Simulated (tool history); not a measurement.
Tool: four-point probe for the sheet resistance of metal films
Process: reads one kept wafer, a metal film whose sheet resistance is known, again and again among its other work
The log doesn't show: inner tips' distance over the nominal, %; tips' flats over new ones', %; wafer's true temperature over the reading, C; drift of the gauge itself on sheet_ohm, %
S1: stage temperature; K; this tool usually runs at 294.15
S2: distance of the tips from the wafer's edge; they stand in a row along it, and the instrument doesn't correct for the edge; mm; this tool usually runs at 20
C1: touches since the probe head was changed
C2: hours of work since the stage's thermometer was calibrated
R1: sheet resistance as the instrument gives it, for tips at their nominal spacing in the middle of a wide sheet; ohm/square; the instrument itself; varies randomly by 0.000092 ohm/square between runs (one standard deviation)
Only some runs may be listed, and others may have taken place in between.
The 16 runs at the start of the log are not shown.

run    hour      S1  S2      C1   C2        R1
 17  1617.5  302.15  10  102892  182  0.464037
 18    1689  302.15  10  104642  220  0.464197
 19  1809.5  302.15  62  107592  285  0.461973
     1868.7  -- stage's thermometer calibrated, once more
 20  1922.2  305.15  10  110339   29  0.462223
 21  1981.7  305.15  10  111795   61  0.462221
 22  2095.1  293.15   8  114573  122  0.464982
 23  2224.7  297.15   3  117746  192  0.486612
 24    2292  308.15   7  119393  228  0.464602
 25  2373.1  292.15  18  121378  272  0.462186
 26  2438.6  294.15   7  122981  307  0.466191
 27  2570.3  291.15  63  126207  378  0.461777
 28  2691.7  300.15  63  129179  443  0.460655
 29    2756  298.15  63  130753  478  0.461094
 30  2875.6  294.15  20  133679  542  0.462048
 31  2935.6  294.15  20  135149  574  0.462158
 32    3023  300.15  14  137288  621  0.461961
 33  3146.3  301.15  26  140308  688  0.461328

Forecast each of these 5 alternatives for the next run:
     3192.7  -- new probe head fitted
  A  3211.9  294.15   5  469  723   ?
     3192.7  -- new probe head fitted
  B  3211.9  307.15  26  469  723   ?
     3192.7  -- new probe head fitted
  C  3211.9  297.15  30  469  723   ?
     3192.7  -- new probe head fitted
  D  3211.9  306.15  20  469  723   ?
     3192.7  -- new probe head fitted
  E  3211.9  307.15   9  469  723   ?

run        R1
  A  0.465137
  B   0.45468
  C  0.455514
  D  0.455106
  E  0.457276
Stripped of hidden state, with their random variation kept, the same runs would have yielded:
run        R1
  A     0.467
  B  0.456518
  C  0.457345
  D  0.456945
  E  0.459123

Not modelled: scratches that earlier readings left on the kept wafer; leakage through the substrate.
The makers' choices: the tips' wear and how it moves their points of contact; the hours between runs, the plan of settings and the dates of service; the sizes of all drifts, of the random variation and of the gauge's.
